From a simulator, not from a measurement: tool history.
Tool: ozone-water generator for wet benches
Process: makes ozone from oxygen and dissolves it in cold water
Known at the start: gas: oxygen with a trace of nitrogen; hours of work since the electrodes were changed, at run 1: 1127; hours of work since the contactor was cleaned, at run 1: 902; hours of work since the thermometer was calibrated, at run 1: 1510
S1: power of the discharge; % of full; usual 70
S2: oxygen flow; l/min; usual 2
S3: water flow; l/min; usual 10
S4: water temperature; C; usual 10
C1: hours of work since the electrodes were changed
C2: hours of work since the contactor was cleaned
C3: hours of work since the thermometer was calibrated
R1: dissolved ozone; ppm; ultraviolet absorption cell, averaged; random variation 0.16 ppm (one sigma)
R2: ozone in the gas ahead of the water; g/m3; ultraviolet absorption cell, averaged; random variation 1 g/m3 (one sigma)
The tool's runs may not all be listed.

{"run": 1, "day": 0.0, "S1": 70, "S2": 2, "S3": 10, "S4": 10, "C1": 1127, "C2": 902, "C3": 1510, "R1": 19.4, "R2": 177.2}
{"run": 2, "day": 3.421, "S1": 70, "S2": 2, "S3": 12, "S4": 10, "C1": 1191, "C2": 967, "C3": 1575, "R1": 16.2, "R2": 174.8}
{"run": 3, "day": 6.154, "S1": 70, "S2": 2, "S3": 12, "S4": 10, "C1": 1243, "C2": 1018, "C3": 1626, "R1": 16.1, "R2": 173.8}
{"run": 4, "day": 9.062, "S1": 70, "S2": 2, "S3": 8, "S4": 10, "C1": 1297, "C2": 1073, "C3": 1681, "R1": 23.6, "R2": 174.4}
{"run": 5, "day": 12.362, "S1": 70, "S2": 2, "S3": 8, "S4": 10, "C1": 1359, "C2": 1135, "C3": 1743, "R1": 23.8, "R2": 175.8}
{"run": 6, "day": 14.825, "S1": 70, "S2": 2, "S3": 8, "S4": 10, "C1": 1406, "C2": 1182, "C3": 1790, "R1": 23.8, "R2": 172.5}
{"run": 7, "day": 17.304, "S1": 70, "S2": 2, "S3": 8, "S4": 10, "C1": 1453, "C2": 1228, "C3": 1836, "R1": 23.5, "R2": 174.1}
{"run": 8, "day": 20.017, "S1": 70, "S2": 1.08, "S3": 10, "S4": 10, "C1": 1504, "C2": 1280, "C3": 1887, "R1": 17.2, "R2": 246.6}
{"run": 9, "day": 22.833, "S1": 70, "S2": 2, "S3": 10, "S4": 10, "C1": 1557, "C2": 1333, "C3": 1940, "R1": 19.1, "R2": 170.9}
{"run": 10, "day": 24.758, "S1": 70, "S2": 2, "S3": 10, "S4": 10, "C1": 1593, "C2": 1369, "C3": 1977, "R1": 18.9, "R2": 172}
{"run": 11, "day": 26.646, "S1": 70, "S2": 2, "S3": 10, "S4": 10, "C1": 1629, "C2": 1404, "C3": 2012, "R1": 18.9, "R2": 170.3}
{"run": 12, "day": 29.558, "S1": 70, "S2": 2, "S3": 12, "S4": 10, "C1": 1684, "C2": 1459, "C3": 2067, "R1": 15.7, "R2": 173.5}
{"run": 13, "day": 32.179, "S1": 70, "S2": 2, "S3": 8, "S4": 10, "C1": 1733, "C2": 1509, "C3": 2117, "R1": 23.2, "R2": 171.6}
{"run": 14, "day": 35.538, "S1": 70, "S2": 2, "S3": 8, "S4": 10, "C1": 1796, "C2": 1572, "C3": 2180, "R1": 23.1, "R2": 172.4}
{"run": 15, "day": 37.9, "S1": 70, "S2": 2, "S3": 8, "S4": 10, "C1": 1841, "C2": 1616, "C3": 2224, "R1": 23, "R2": 169.7}
{"run": 16, "day": 40.221, "S1": 70, "S2": 2, "S3": 8, "S4": 10, "C1": 1884, "C2": 1660, "C3": 2268, "R1": 23, "R2": 169.6}
{"run": 17, "day": 42.242, "S1": 70, "S2": 2, "S3": 6, "S4": 10, "C1": 1923, "C2": 1698, "C3": 2306, "R1": 28.6, "R2": 171}
{"run": 18, "day": 45.483, "S1": 70, "S2": 2, "S3": 6, "S4": 10, "C1": 1984, "C2": 1759, "C3": 2367, "R1": 28.6, "R2": 168.7}
{"run": 19, "day": 47.171, "S1": 55, "S2": 1.9, "S3": 7, "S4": 7, "C1": 2015, "C2": 1791, "C3": 2399, "R1": 23.2, "R2": 153.1}
{"run": 20, "day": 50.021, "S1": 55, "S2": 1.9, "S3": 7, "S4": 7, "C1": 2069, "C2": 1845, "C3": 2453, "R1": 23.5, "R2": 152.5}
{"run": 21, "day": 52.029, "S1": 69, "S2": 1.13, "S3": 6, "S4": 7, "C1": 2107, "C2": 1883, "C3": 2491, "R1": 28.6, "R2": 232.6}
{"run": 22, "day": 55.492, "S1": 69, "S2": 1.13, "S3": 6, "S4": 7, "C1": 2172, "C2": 1948, "C3": 2556, "R1": 28.3, "R2": 231.2}
{"run": 23, "day": 58.954, "S1": 70, "S2": 2, "S3": 14, "S4": 6, "C1": 2238, "C2": 2013, "C3": 2621, "R1": 13.6, "R2": 166.6}
{"run": 24, "day": 62.258, "S1": 70, "S2": 2, "S3": 14, "S4": 6, "C1": 2300, "C2": 2075, "C3": 2683, "R1": 13.1, "R2": 168.1}
{"run": 25, "day": 63.908, "S1": 42, "S2": 2, "S3": 11, "S4": 10, "C1": 2331, "C2": 2107, "C3": 2715, "R1": 12.7, "R2": 127.9}
{"run": 26, "day": 66.433, "S1": 42, "S2": 2, "S3": 12, "S4": 10, "C1": 2378, "C2": 2154, "C3": 2762, "R1": 11.5, "R2": 127.3}
{"run": 27, "day": 70.171, "S1": 42, "S2": 2, "S3": 12, "S4": 10, "C1": 2449, "C2": 2225, "C3": 2833, "R1": 11.5, "R2": 127.8}
{"run": 28, "day": 73.325, "S1": 53, "S2": 1.69, "S3": 10, "S4": 10, "C1": 2508, "C2": 2284, "C3": 2892, "R1": 15.3, "R2": 158.8}

Forecast each of these 5 alternatives for the next run:
{"run": "A", "day": 74.988, "S1": 70, "S2": 1.59, "S3": 15, "S4": 6, "C1": 2540, "C2": 2315, "C3": 2923, "R1": "?", "R2": "?"}
{"run": "B", "day": 74.988, "S1": 56, "S2": 1.69, "S3": 12, "S4": 7, "C1": 2540, "C2": 2315, "C3": 2923, "R1": "?", "R2": "?"}
{"run": "C", "day": 74.988, "S1": 72, "S2": 2, "S3": 11, "S4": 6, "C1": 2540, "C2": 2315, "C3": 2923, "R1": "?", "R2": "?"}
{"run": "D", "day": 74.988, "S1": 70, "S2": 1.78, "S3": 8, "S4": 14, "C1": 2540, "C2": 2315, "C3": 2923, "R1": "?", "R2": "?"}
{"run": "E", "day": 74.988, "S1": 53, "S2": 2.39, "S3": 8, "S4": 10, "C1": 2540, "C2": 2315, "C3": 2923, "R1": "?", "R2": "?"}

run=A R1=11.6 R2=187.2
run=B R1=13.3 R2=161.6
run=C R1=17.6 R2=166.5
run=D R1=21.3 R2=178.3
run=E R1=19.3 R2=129.1
Without the tool's hidden state the same runs would have given:
run=A R1=13.2 R2=206.9
run=B R1=14.9 R2=176.4
run=C R1=19.9 R2=184.3
run=D R1=23.9 R2=196.9
run=E R1=21.3 R2=140.5
